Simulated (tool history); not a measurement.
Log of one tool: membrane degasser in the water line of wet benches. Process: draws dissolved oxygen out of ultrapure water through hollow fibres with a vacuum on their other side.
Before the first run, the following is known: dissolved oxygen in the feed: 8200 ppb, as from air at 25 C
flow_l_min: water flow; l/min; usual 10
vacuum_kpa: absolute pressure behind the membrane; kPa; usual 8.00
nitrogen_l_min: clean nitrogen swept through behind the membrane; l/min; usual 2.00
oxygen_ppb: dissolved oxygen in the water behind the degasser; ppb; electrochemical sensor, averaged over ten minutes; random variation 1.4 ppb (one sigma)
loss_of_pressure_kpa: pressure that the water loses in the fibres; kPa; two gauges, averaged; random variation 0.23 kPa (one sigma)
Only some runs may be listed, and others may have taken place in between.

| run | hour | flow_l_min | vacuum_kpa | nitrogen_l_min | oxygen_ppb | loss_of_pressure_kpa |
|---|---|---|---|---|---|---|
| 1 | 0.0 | 10 | 8.00 | 2.00 | 156.8 | 62.35 |
| 2 | 222.7 | 10 | 8.00 | 1.04 | 205.9 | 62.08 |
| 3 | 350.3 | 10 | 8.00 | 1.04 | 207.0 | 62.43 |
| 4 | 637.1 | 10 | 8.00 | 1.04 | 205.3 | 62.68 |
| 5 | 865.0 | 6 | 8.00 | 1.04 | 95.0 | 37.56 |
| 6 | 1066.9 | 6 | 8.00 | 2.00 | 60.1 | 37.37 |
| 7 | 1283.8 | 13 | 8.00 | 2.00 | 255.8 | 81.20 |

What will run 8 give?
| 8 | 1480.5 | 7 | 6.69 | 1.19 | ? | ? |

Run 8 yielded oxygen_ppb 90.5 ppb, loss_of_pressure_kpa 43.71 kPa.
On a tool with no hidden condition, and with the same random variation, this run would have come out at oxygen_ppb 79.6 ppb, loss_of_pressure_kpa 42.05 kPa.
